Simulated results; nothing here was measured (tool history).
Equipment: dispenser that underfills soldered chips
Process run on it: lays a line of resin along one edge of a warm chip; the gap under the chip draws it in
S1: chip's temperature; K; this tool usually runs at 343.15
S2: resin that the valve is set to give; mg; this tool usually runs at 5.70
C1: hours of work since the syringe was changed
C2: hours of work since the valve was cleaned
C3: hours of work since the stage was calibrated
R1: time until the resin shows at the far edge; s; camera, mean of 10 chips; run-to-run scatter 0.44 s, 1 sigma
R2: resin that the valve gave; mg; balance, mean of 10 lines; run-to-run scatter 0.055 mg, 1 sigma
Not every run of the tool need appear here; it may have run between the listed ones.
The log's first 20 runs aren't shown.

{"run": 21, "hour": 127.8, "S1": 346.15, "S2": 4.98, "C1": 4, "C2": 94, "C3": 203, "R1": 43.6, "R2": 4.48}
{"hour": 131.5, "done": "new syringe of resin"}
{"run": 22, "hour": 133.7, "S1": 332.15, "S2": 6.07, "C1": 2, "C2": 99, "C3": 208, "R1": 58.8, "R2": 5.41}
{"run": 23, "hour": 138.9, "S1": 344.15, "S2": 6.4, "C1": 6, "C2": 103, "C3": 212, "R1": 53.6, "R2": 5.81}
{"hour": 140.0, "done": "new syringe of resin"}
{"run": 24, "hour": 146.1, "S1": 345.15, "S2": 6.05, "C1": 5, "C2": 108, "C3": 217, "R1": 47.4, "R2": 5.41}
{"hour": 148.3, "done": "new syringe of resin"}
{"run": 25, "hour": 151.8, "S1": 334.15, "S2": 5.7, "C1": 3, "C2": 112, "C3": 221, "R1": 61.0, "R2": 5.09}
{"hour": 156.7, "done": "new syringe of resin"}
{"run": 26, "hour": 158.4, "S1": 334.15, "S2": 5.7, "C1": 1, "C2": 117, "C3": 226, "R1": 53.6, "R2": 5.0}
{"run": 27, "hour": 163.4, "S1": 331.15, "S2": 5.53, "C1": 5, "C2": 121, "C3": 230, "R1": 86.1, "R2": 4.82}
{"hour": 165.0, "done": "new syringe of resin"}
{"run": 28, "hour": 171.8, "S1": 331.15, "S2": 5.53, "C1": 5, "C2": 128, "C3": 237, "R1": 85.6, "R2": 4.92}
{"hour": 173.2, "done": "new syringe of resin"}
{"hour": 177.3, "done": "dispensing valve cleaned and set on the balance"}
{"run": 29, "hour": 177.3, "S1": 345.15, "S2": 5.28, "C1": 2, "C2": 0, "C3": 240, "R1": 39.7, "R2": 5.31}
{"hour": 182.7, "done": "new syringe of resin"}
{"run": 30, "hour": 184.2, "S1": 345.15, "S2": 5.28, "C1": 1, "C2": 5, "C3": 245, "R1": 35.7, "R2": 5.2}
{"hour": 190.9, "done": "new syringe of resin"}
{"run": 31, "hour": 193.4, "S1": 345.15, "S2": 5.28, "C1": 2, "C2": 12, "C3": 252, "R1": 37.1, "R2": 5.19}

Predict the results of run 32:
{"hour": 199.2, "done": "new syringe of resin"}
{"run": 32, "hour": 199.2, "S1": 343.15, "S2": 6.5, "C1": 0, "C2": 17, "C3": 257, "R1": "?", "R2": "?"}

{"run 32": {"R1": 33.3, "R2": 6.47}}
Without the tool's hidden state the same run would have given R1 32.1 s, R2 6.59 mg.
